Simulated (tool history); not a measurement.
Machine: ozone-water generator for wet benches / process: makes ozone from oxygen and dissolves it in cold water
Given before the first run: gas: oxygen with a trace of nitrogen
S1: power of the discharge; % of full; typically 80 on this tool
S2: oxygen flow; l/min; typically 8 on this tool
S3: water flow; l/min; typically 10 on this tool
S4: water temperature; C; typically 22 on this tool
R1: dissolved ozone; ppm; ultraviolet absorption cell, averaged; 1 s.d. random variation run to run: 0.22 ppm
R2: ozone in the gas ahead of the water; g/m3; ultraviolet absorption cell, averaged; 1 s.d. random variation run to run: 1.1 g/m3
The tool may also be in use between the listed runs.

run   hour  S1     S2  S3  S4    R1     R2
  1      0  80      8  10  22  30.9    184
  2   26.1  80    7.7  10  22  31.5  189.5
  3   50.8  80      8  10  22  30.8  186.1
  4     71  80      8  10  22  30.9  184.9
  5   94.2  80      8  10  22  31.2  184.6
  6  119.3  80      8  10  22  30.9  185.8
  7  152.3  80      8  10  24  29.3  185.3
  8  170.9  80      8  10  24  29.4  186.2
  9  192.3  80      8  10  24  29.9  184.9
 10    216  80      8  10  24  29.8  184.6
 11  230.9  80      8  10  24  29.4  184.2
 12    257  80      8  10  22  30.7  183.6
 13  289.7  56      8  10  22  24.8  147.4
 14  306.3  80      8  10  22    31  185.2
 15  341.5  80      8  10  22  31.2  183.8
 16  375.6  80      8  10  22    31    185
 17  402.5  80      8  10  22  30.8    183
 18  423.7  63   8.75  10  15  30.2  150.5
 19  442.2  63  13.57  15  29  15.6  113.7
 20    460  80   5.43   7  22  40.7  233.6
 21  480.4  80   6.12   9  22    35  216.2
 22    496  80   6.12   9  22  35.1  216.9
 23  511.5  80   6.12   9  22  35.3  217.4
 24  530.4  62  10.85  15  30  16.4  130.5
 25  550.2  62  10.85  15  30  16.3  128.6
 26  565.2  62  10.85  15  30  16.1  129.5
 27  591.4  62  10.85  15  30  16.2  131.1
 28  611.5  62  10.85  15  30  16.4  128.7
 29  635.2  80   9.88  10  15    34  161.7
 30    670  43      8  14  20  18.6  123.9
 31  694.7  60      8  14  24  20.9  154.3
 32  723.9  63      8  10  22  26.4  156.6

Each row is a separate what-if for the run after 32, all from the same tool condition, not one after another. Results?
  A  752.8  63      8  16  17   ?   ?
  B  752.8  91   5.21   8  22   ?   ?
  C  752.8  74      8  12  17   ?   ?
  D  752.8  80  10.92  10  19   ?   ?
  E  752.8  66      8  10  22   ?   ?

run    R1     R2
  A  23.4  157.9
  B  42.2  258.7
  C  29.8  172.8
  D  29.2  149.3
  E  27.2    161
What these runs would have given with no unlogged condition in the tool:
run    R1     R2
  A  24.8  160.6
  B  44.7  264.1
  C  31.6    176
  D  30.9  152.2
  E  28.8  163.8
